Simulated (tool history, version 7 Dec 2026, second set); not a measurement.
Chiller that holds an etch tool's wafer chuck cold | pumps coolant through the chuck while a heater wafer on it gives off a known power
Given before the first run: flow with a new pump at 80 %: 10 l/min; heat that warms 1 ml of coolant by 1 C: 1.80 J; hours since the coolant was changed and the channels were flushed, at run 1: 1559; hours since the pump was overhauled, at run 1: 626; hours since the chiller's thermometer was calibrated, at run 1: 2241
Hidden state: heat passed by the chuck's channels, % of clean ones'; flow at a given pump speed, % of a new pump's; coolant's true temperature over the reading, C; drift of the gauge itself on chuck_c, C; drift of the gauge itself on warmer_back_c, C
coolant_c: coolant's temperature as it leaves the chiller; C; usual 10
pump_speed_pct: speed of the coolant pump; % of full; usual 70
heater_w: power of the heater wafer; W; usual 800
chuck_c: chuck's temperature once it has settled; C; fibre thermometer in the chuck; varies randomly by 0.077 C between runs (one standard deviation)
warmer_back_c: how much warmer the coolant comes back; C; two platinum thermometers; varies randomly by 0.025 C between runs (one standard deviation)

| run | day | coolant_c | pump_speed_pct | heater_w | hours since the coolant was changed and the channels were flushed | hours since the pump was overhauled | hours since the chiller's thermometer was calibrated | chuck_c | warmer_back_c |
|---|---|---|---|---|---|---|---|---|---|
| 1 | 0 | 10 | 70 | 800 | 1559 | 626 | 2241 | 17.02 | 3.11 |
| 2 | 1.933 | 10 | 70 | 800 | 1606 | 672 | 2287 | 16.99 | 3.06 |
| 3 | 2.854 | 10 | 70 | 800 | 1628 | 694 | 2309 | 17.23 | 3.09 |
| 4 | 4.8 | 2 | 70 | 800 | 1674 | 741 | 2356 | 9.02 | 3.07 |
| 5 | 6.738 | 2 | 93 | 800 | 1721 | 787 | 2403 | 7.34 | 2.3 |
| 6 | 7.608 | 2 | 93 | 800 | 1742 | 808 | 2423 | 7.45 | 2.24 |
| 7 | 8.604 | 10 | 70 | 800 | 1766 | 832 | 2447 | 17.01 | 3.09 |
| 8 | 9.817 | 10 | 70 | 800 | 1795 | 861 | 2476 | 17.04 | 3.08 |
|  | 10.046 | chiller's thermometer calibrated |
| 9 | 10.779 | 10 | 70 | 800 | 1817 | 883 | 18 | 17.06 | 3.11 |
| 10 | 12.867 | 10 | 70 | 745 | 1867 | 933 | 68 | 16.39 | 2.86 |
| 11 | 13.954 | 10 | 69 | 800 | 1893 | 960 | 94 | 17.03 | 3.17 |
| 12 | 15.404 | 10 | 69 | 800 | 1928 | 994 | 129 | 17.12 | 3.15 |
| 13 | 17.5 | 10 | 69 | 800 | 1978 | 1045 | 179 | 17.13 | 3.14 |
| 14 | 19.238 | 10 | 70 | 800 | 2020 | 1086 | 221 | 17.02 | 3.12 |
| 15 | 20.129 | 10 | 70 | 800 | 2041 | 1108 | 242 | 17.06 | 3.12 |
| 16 | 21.933 | 10 | 70 | 800 | 2085 | 1151 | 285 | 17 | 3.12 |
| 17 | 23.029 | 11 | 70 | 800 | 2111 | 1177 | 312 | 18.02 | 3.09 |
| 18 | 24.012 | 10 | 88 | 840 | 2134 | 1201 | 335 | 15.98 | 2.49 |
| 19 | 25.108 | 10 | 70 | 650 | 2161 | 1227 | 361 | 15.61 | 2.53 |
| 20 | 27.075 | 6 | 82 | 844 | 2208 | 1274 | 409 | 12.42 | 2.81 |
| 21 | 28.342 | 3 | 91 | 949 | 2238 | 1305 | 439 | 9.47 | 2.75 |
| 22 | 29.2 | 2 | 70 | 473 | 2259 | 1326 | 460 | 6.25 | 1.8 |
| 23 | 31.192 | 14 | 78 | 1195 | 2307 | 1373 | 508 | 23.54 | 4.1 |
| 24 | 32.225 | 4 | 71 | 1195 | 2332 | 1398 | 532 | 14.27 | 4.56 |
| 25 | 33.112 | 0 | 70 | 570 | 2353 | 1419 | 554 | 5.07 | 2.2 |
| 26 | 34.596 | 1 | 99 | 535 | 2388 | 1455 | 589 | 4.47 | 1.41 |
| 27 | 35.95 | 1 | 67 | 692 | 2421 | 1488 | 622 | 7.46 | 2.75 |
| 28 | 37.267 | 1 | 67 | 798 | 2453 | 1519 | 653 | 8.28 | 3.22 |
| 29 | 38.704 | 1 | 67 | 798 | 2487 | 1554 | 688 | 8.34 | 3.23 |
| 30 | 40.733 | 0 | 70 | 566 | 2536 | 1602 | 736 | 4.95 | 2.2 |
| 31 | 41.875 | 0 | 70 | 566 | 2563 | 1630 | 764 | 5.13 | 2.19 |
| 32 | 43.767 | 0 | 70 | 566 | 2609 | 1675 | 809 | 5.05 | 2.2 |

Across each entry between runs, compare the hidden state at the last listed run before it with the hidden state at the first listed run after it:
Logged between run 8 and run 9: chiller's thermometer calibrated (day 10.046)
  coolant's true temperature over the reading, C: -0.01 -> 0
